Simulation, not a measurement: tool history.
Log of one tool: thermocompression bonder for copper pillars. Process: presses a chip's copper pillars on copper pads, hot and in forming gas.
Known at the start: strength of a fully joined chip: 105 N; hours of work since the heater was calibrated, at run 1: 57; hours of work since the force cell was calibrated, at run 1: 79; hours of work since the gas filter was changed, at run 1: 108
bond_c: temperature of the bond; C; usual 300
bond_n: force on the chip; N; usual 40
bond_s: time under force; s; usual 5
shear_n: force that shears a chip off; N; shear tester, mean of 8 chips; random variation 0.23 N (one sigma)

run,hour,bond_c,bond_n,bond_s,hours of work since the heater was calibrated,hours of work since the force cell was calibrated,hours of work since the gas filter was changed,shear_n
1,0,300,40,5,57,79,108,44.9
2,3.7,300,40,5,60,81,111,44.7
3,9.4,300,40,6,63,85,115,48.6
4,13.2,300,40,6,66,88,117,47.9
5,18.3,300,40,5,69,91,121,44.9
6,22.2,300,40,5,72,94,123,44.8
7,26.2,300,40,5,75,96,126,45.2
8,32.3,300,40,5,79,100,130,44.8
9,40,303,40,5,84,105,135,46.2
10,44.4,303,40,5,87,108,138,46
11,50.2,281,40,5,90,112,142,36.8
12,57.9,281,40,5,96,117,147,36.8
13,63.6,302,40,7,99,121,151,51
14,68.7,319,47,7,103,124,154,62.4
# hour 71.3: heater calibrated with a thermocouple chip
15,78.9,302,25,8,5,130,159,43.2

Run 16 comes next. What will it give?
16,85.6,300,30,5,9,134,164,?

{"run 16": {"shear_n": 38.4}}
Without the tool's hidden state the same run would have given shear_n 40.1 N.
